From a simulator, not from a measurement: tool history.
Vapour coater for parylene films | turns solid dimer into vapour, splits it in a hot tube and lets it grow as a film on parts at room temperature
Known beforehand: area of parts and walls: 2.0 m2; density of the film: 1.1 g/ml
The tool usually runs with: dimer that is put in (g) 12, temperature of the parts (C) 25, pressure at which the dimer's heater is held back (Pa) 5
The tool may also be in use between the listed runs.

| run | hour | dimer that is put in (g) | temperature of the parts (C) | pressure at which the dimer's heater is held back (Pa) | thickness of the film (nm) |
|---|---|---|---|---|---|
| 1 | 0 | 12 | 25 | 5 | 3890 |
| 2 | 18.7 | 12 | 33 | 5 | 3190 |
| 3 | 41.4 | 12 | 25 | 5 | 3930 |
| 4 | 72.2 | 12 | 23 | 5 | 4030 |
|  | 85.8 | trap's valve overhauled |
| 5 | 97.7 | 12 | 23 | 5 | 4420 |
| 6 | 114.5 | 12 | 25 | 5 | 4220 |
| 7 | 148.2 | 12 | 25 | 11.25 | 4020 |
| 8 | 174.3 | 12 | 25 | 11.25 | 3940 |
| 9 | 190.2 | 12 | 19 | 5 | 4760 |
| 10 | 212.6 | 12 | 19 | 5 | 4720 |
| 11 | 245.9 | 12 | 25 | 5 | 4100 |
| 12 | 272.7 | 12 | 28 | 5 | 3790 |
| 13 | 306.2 | 12 | 25 | 5 | 4060 |
| 14 | 330.7 | 12 | 25 | 5 | 3980 |
| 15 | 350.7 | 12 | 25 | 2.61 | 4200 |
| 16 | 369.8 | 8 | 25 | 6.33 | 2580 |
|  | 372.8 | table's thermometer calibrated |
| 17 | 384.8 | 8 | 25 | 6.33 | 2660 |
| 18 | 416.9 | 8 | 25 | 6.33 | 2620 |
|  | 433.3 | table's thermometer calibrated, once more |
| 19 | 446.6 | 11 | 25 | 2.17 | 3700 |
| 20 | 479.2 | 10 | 25 | 5 | 3210 |
| 21 | 508.8 | 12 | 21 | 5.65 | 4210 |
| 22 | 531 | 12 | 21 | 5.65 | 4200 |
| 23 | 553 | 9 | 29 | 6.94 | 2530 |
|  | 576 | trap's valve overhauled |
| 24 | 589.5 | 8 | 37 | 5.52 | 2080 |
| 25 | 620 | 12 | 25 | 5.65 | 4150 |
| 26 | 642.5 | 8 | 21 | 11.39 | 2950 |
| 27 | 663.9 | 8 | 21 | 11.39 | 2870 |
| 28 | 681 | 9 | 36 | 5 | 2340 |
| 29 | 697.9 | 9 | 29 | 10.84 | 2650 |

Table of differences, measured result less the result of that run with no hidden state. Run-to-run variation is the same in both. Gauge scatter possibly is not:
The hidden state here: vapour lost through the trap's worn valve, %; true temperature of the parts over the reading, C; drift of the gauge itself on film_um, %.
| run | thickness of the film (nm) |
|---|---|
| 1 | -340 |
| 2 | -290 |
| 3 | -380 |
| 4 | -420 |
| 5 | -30 |
| 6 | -40 |
| 7 | -70 |
| 8 | -90 |
| 9 | -130 |
| 10 | -150 |
| 11 | -160 |
| 12 | -170 |
| 13 | -200 |
| 14 | -220 |
| 15 | -250 |
| 16 | -170 |
| 17 | -170 |
| 18 | -200 |
| 19 | -340 |
| 20 | -310 |
| 21 | -440 |
| 22 | -460 |
| 23 | -300 |
| 24 | -20 |
| 25 | -70 |
| 26 | -60 |
| 27 | -70 |
| 28 | -70 |
| 29 | -80 |

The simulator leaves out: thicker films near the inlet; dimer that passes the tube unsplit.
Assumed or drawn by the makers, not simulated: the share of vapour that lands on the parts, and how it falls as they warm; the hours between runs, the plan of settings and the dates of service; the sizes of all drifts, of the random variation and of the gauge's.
